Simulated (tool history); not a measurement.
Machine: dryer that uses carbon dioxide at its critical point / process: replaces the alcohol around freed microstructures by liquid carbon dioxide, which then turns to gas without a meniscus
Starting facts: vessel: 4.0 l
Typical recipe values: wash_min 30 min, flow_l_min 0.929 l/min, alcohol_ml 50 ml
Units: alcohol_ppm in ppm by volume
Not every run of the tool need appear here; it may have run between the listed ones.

Run 1, hour 0.0: usual settings. Result: alcohol_ppm 122 ppm by volume.
Run 2, hour 19.1: usual settings. Result: alcohol_ppm 127 ppm by volume.
Run 3, hour 45.4: usual settings. Result: alcohol_ppm 144 ppm by volume.
Run 4, hour 69.4: usual settings. Result: alcohol_ppm 137 ppm by volume.
Run 5, hour 89.5: usual settings. Result: alcohol_ppm 141 ppm by volume.
Run 6, hour 108.2: usual settings. Result: alcohol_ppm 137 ppm by volume.
Run 7, hour 135.9: usual settings. Result: alcohol_ppm 151 ppm by volume.
At hour 149.5: inlet filter changed.
Run 8, hour 168.5: usual settings but flow_l_min 1.096 l/min. Result: alcohol_ppm 138 ppm by volume.
Run 9, hour 188.1: usual settings but flow_l_min 0.840 l/min. Result: alcohol_ppm 176 ppm by volume.
Run 10, hour 203.6: usual settings but flow_l_min 0.840 l/min. Result: alcohol_ppm 178 ppm by volume.
Run 11, hour 217.7: usual settings but flow_l_min 0.840 l/min. Result: alcohol_ppm 171 ppm by volume.
Run 12, hour 239.0: usual settings but flow_l_min 0.840 l/min. Result: alcohol_ppm 181 ppm by volume.
Run 13, hour 252.5: usual settings but wash_min 20 min, flow_l_min 0.840 l/min, alcohol_ml 34 ml. Result: alcohol_ppm 356 ppm by volume.
Run 14, hour 270.7: usual settings but wash_min 38 min, flow_l_min 0.586 l/min, alcohol_ml 49 ml. Result: alcohol_ppm 234 ppm by volume.
Run 15, hour 302.0: usual settings but wash_min 31 min, flow_l_min 0.649 l/min, alcohol_ml 98 ml. Result: alcohol_ppm 470 ppm by volume.
Run 16, hour 322.0: usual settings but alcohol_ml 24 ml. Result: alcohol_ppm 151 ppm by volume.
Run 17, hour 351.5: usual settings but wash_min 44 min, flow_l_min 1.212 l/min, alcohol_ml 24 ml. Result: alcohol_ppm 139 ppm by volume.

Consider 4 possible next runs. They are alternatives, not a sequence: every one starts from the tool as it was left by run 17. What does each give?
Run A, hour 378.2: usual settings but alcohol_ml 52 ml. Result: alcohol_ppm ?.
Run B, hour 378.2: usual settings but wash_min 23 min, flow_l_min 0.688 l/min, alcohol_ml 38 ml. Result: alcohol_ppm ?.
Run C, hour 378.2: usual settings but wash_min 23 min, flow_l_min 1.212 l/min, alcohol_ml 24 ml. Result: alcohol_ppm ?.
Run D, hour 378.2: usual settings but flow_l_min 0.577 l/min. Result: alcohol_ppm ?.

run  alcohol_ppm
  A          194
  B          490
  C          154
  D          479
Take away the tool's hidden state, keep each run's random variation, and the runs would have read:
run  alcohol_ppm
  A           41
  B          297
  C           17
  D          285

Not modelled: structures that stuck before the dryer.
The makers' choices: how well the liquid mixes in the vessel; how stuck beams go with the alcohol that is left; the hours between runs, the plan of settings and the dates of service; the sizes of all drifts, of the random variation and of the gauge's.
